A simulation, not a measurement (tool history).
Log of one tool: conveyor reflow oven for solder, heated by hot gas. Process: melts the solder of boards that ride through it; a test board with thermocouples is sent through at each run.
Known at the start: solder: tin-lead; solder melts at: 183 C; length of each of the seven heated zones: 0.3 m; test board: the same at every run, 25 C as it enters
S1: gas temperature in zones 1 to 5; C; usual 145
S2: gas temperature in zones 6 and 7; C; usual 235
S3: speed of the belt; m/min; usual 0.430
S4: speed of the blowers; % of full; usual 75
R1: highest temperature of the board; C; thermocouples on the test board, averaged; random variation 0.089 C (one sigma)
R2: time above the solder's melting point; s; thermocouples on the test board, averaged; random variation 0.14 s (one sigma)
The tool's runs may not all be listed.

{"run": 1, "hour": 0.0, "S1": 145, "S2": 235, "S3": 0.43, "S4": 75, "R1": 220.14, "R2": 68.0}
{"run": 2, "hour": 74.2, "S1": 145, "S2": 235, "S3": 0.43, "S4": 75, "R1": 220.14, "R2": 68.0}
{"run": 3, "hour": 119.4, "S1": 145, "S2": 240, "S3": 0.43, "S4": 75, "R1": 224.43, "R2": 71.1}
{"run": 4, "hour": 214.3, "S1": 145, "S2": 235, "S3": 0.43, "S4": 75, "R1": 219.9, "R2": 68.3}
{"run": 5, "hour": 263.4, "S1": 145, "S2": 235, "S3": 0.43, "S4": 75, "R1": 220.03, "R2": 68.0}
{"run": 6, "hour": 303.6, "S1": 145, "S2": 235, "S3": 0.43, "S4": 75, "R1": 219.96, "R2": 68.4}
{"run": 7, "hour": 367.0, "S1": 145, "S2": 235, "S3": 0.43, "S4": 75, "R1": 219.83, "R2": 68.2}
{"hour": 385.6, "done": "flux residue cleaned out of gas plates and filters"}
{"run": 8, "hour": 450.2, "S1": 145, "S2": 235, "S3": 0.43, "S4": 75, "R1": 219.52, "R2": 67.7}
{"run": 9, "hour": 518.8, "S1": 145, "S2": 235, "S3": 0.43, "S4": 75, "R1": 219.42, "R2": 67.9}
{"hour": 564.7, "done": "thermocouples of zones 6 and 7 changed"}
{"run": 10, "hour": 592.0, "S1": 156, "S2": 235, "S3": 0.43, "S4": 75, "R1": 219.97, "R2": 73.4}
{"run": 11, "hour": 651.4, "S1": 156, "S2": 235, "S3": 0.43, "S4": 75, "R1": 219.84, "R2": 73.4}
{"run": 12, "hour": 740.3, "S1": 156, "S2": 235, "S3": 0.43, "S4": 75, "R1": 219.9, "R2": 73.8}
{"hour": 774.1, "done": "flux residue cleaned out of gas plates and filters"}
{"hour": 785.9, "done": "flux residue cleaned out of gas plates and filters, once more"}
{"run": 13, "hour": 808.0, "S1": 145, "S2": 243, "S3": 0.43, "S4": 75, "R1": 226.69, "R2": 73.7}
{"run": 14, "hour": 876.2, "S1": 153, "S2": 235, "S3": 0.43, "S4": 75, "R1": 221.39, "R2": 73.5}
{"run": 15, "hour": 958.3, "S1": 153, "S2": 235, "S3": 0.43, "S4": 75, "R1": 221.21, "R2": 73.4}
{"run": 16, "hour": 1004.9, "S1": 156, "S2": 235, "S3": 0.457, "S4": 75, "R1": 220.08, "R2": 69.6}
{"run": 17, "hour": 1096.4, "S1": 156, "S2": 235, "S3": 0.457, "S4": 75, "R1": 220.08, "R2": 69.8}
{"hour": 1137.6, "done": "belt drive overhauled, speed set with a stopwatch"}
{"run": 18, "hour": 1143.2, "S1": 154, "S2": 235, "S3": 0.397, "S4": 75, "R1": 223.12, "R2": 80.2}
{"hour": 1174.4, "done": "flux residue cleaned out of gas plates and filters"}
{"run": 19, "hour": 1217.3, "S1": 145, "S2": 237, "S3": 0.43, "S4": 67, "R1": 219.17, "R2": 66.6}
{"run": 20, "hour": 1272.4, "S1": 145, "S2": 237, "S3": 0.43, "S4": 67, "R1": 219.02, "R2": 66.5}
{"run": 21, "hour": 1315.0, "S1": 145, "S2": 237, "S3": 0.43, "S4": 67, "R1": 219.28, "R2": 66.7}
{"run": 22, "hour": 1388.5, "S1": 145, "S2": 237, "S3": 0.43, "S4": 67, "R1": 219.13, "R2": 66.5}
{"run": 23, "hour": 1477.5, "S1": 148, "S2": 237, "S3": 0.367, "S4": 67, "R1": 224.66, "R2": 85.4}
{"run": 24, "hour": 1552.2, "S1": 133, "S2": 239, "S3": 0.43, "S4": 75, "R1": 220.81, "R2": 63.7}
{"hour": 1562.7, "done": "flux residue cleaned out of gas plates and filters"}
{"run": 25, "hour": 1608.1, "S1": 138, "S2": 239, "S3": 0.396, "S4": 66, "R1": 222.71, "R2": 72.9}
{"run": 26, "hour": 1664.4, "S1": 155, "S2": 235, "S3": 0.43, "S4": 88, "R1": 225.39, "R2": 76.7}
{"run": 27, "hour": 1731.8, "S1": 155, "S2": 235, "S3": 0.43, "S4": 65, "R1": 219.72, "R2": 72.3}
{"run": 28, "hour": 1807.6, "S1": 155, "S2": 235, "S3": 0.43, "S4": 65, "R1": 219.57, "R2": 71.8}
{"run": 29, "hour": 1886.0, "S1": 138, "S2": 235, "S3": 0.43, "S4": 85, "R1": 221.93, "R2": 67.2}

4 ways to go on from here, each from the tool as it stands after run 29. What would each give?
{"hour": 1950.8, "done": "flux residue cleaned out of gas plates and filters"}
{"run": "A", "hour": 1971.1, "S1": 148, "S2": 246, "S3": 0.385, "S4": 85, "R1": "?", "R2": "?"}
{"hour": 1950.8, "done": "flux residue cleaned out of gas plates and filters"}
{"run": "B", "hour": 1971.1, "S1": 138, "S2": 235, "S3": 0.349, "S4": 87, "R1": "?", "R2": "?"}
{"hour": 1950.8, "done": "flux residue cleaned out of gas plates and filters"}
{"run": "C", "hour": 1971.1, "S1": 138, "S2": 235, "S3": 0.43, "S4": 85, "R1": "?", "R2": "?"}
{"hour": 1950.8, "done": "flux residue cleaned out of gas plates and filters"}
{"run": "D", "hour": 1971.1, "S1": 137, "S2": 247, "S3": 0.345, "S4": 85, "R1": "?", "R2": "?"}

run=A R1=237.24 R2=89.9
run=B R1=228.87 R2=89.8
run=C R1=222.93 R2=68.0
run=D R1=239.77 R2=96.9
Without the tool's hidden state the same runs would have given:
run=A R1=234.47 R2=87.5
run=B R1=226.06 R2=87.1
run=C R1=220.25 R2=65.4
run=D R1=236.93 R2=94.4

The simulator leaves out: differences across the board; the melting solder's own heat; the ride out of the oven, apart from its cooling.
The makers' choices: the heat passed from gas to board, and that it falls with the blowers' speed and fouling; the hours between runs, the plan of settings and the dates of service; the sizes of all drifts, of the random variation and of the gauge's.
